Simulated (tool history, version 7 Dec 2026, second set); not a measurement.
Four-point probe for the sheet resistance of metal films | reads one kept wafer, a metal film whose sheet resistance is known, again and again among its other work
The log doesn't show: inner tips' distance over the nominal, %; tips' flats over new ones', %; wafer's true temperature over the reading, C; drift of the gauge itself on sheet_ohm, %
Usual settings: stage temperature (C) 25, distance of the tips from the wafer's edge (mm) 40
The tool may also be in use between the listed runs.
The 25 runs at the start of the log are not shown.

run	day	stage temperature (C)	distance of the tips from the wafer's edge (mm)	touches since the probe head was changed	hours of work since the stage's thermometer was calibrated	sheet resistance as the instrument gives it (ohm/square)
26	34.079	31	22	56020	755	5.624367
27	35.067	24	13	56537	766	5.647178
28	36.417	27	63	57245	781	5.624522
29	37.667	27	63	57900	794	5.627058
30	39.404	32	25	58810	813	5.625146
31	41.083	32	25	59688	831	5.625867
# day 41.221: stage's thermometer calibrated
32	42.025	21	4	60172	9	5.811896
33	43.425	20	7	60905	24	5.691929
34	44.729	28	3	61587	38	5.93873
35	45.942	28	3	62222	51	5.937032
# day 47.442: stage's thermometer calibrated, once more
36	47.829	21	67	63200	4	5.640597
37	49.275	32	7	63957	20	5.690407
38	50.504	32	12	64602	33	5.651862
39	51.938	21	42	65352	49	5.642392
40	53.254	33	20	66042	63	5.635468
41	55	25	9	66956	82	5.673943
42	56.871	32	6	67937	103	5.715167
43	58.517	34	13	68798	120	5.645097
44	60.225	34	13	69693	139	5.647979
45	62.05	34	13	70649	159	5.646424

Branching from run 45: 3 alternative next runs. What would each branch give?
A	63.929	25	38	71633	179	?
B	63.929	34	27	71633	179	?
C	63.929	18	40	71633	179	?

run	sheet resistance as the instrument gives it (ohm/square)
A	5.643049
B	5.633479
C	5.648007
Had the tool no hidden state, the same runs would have come out as:
run	sheet resistance as the instrument gives it (ohm/square)
A	5.614774
B	5.605242
C	5.619717
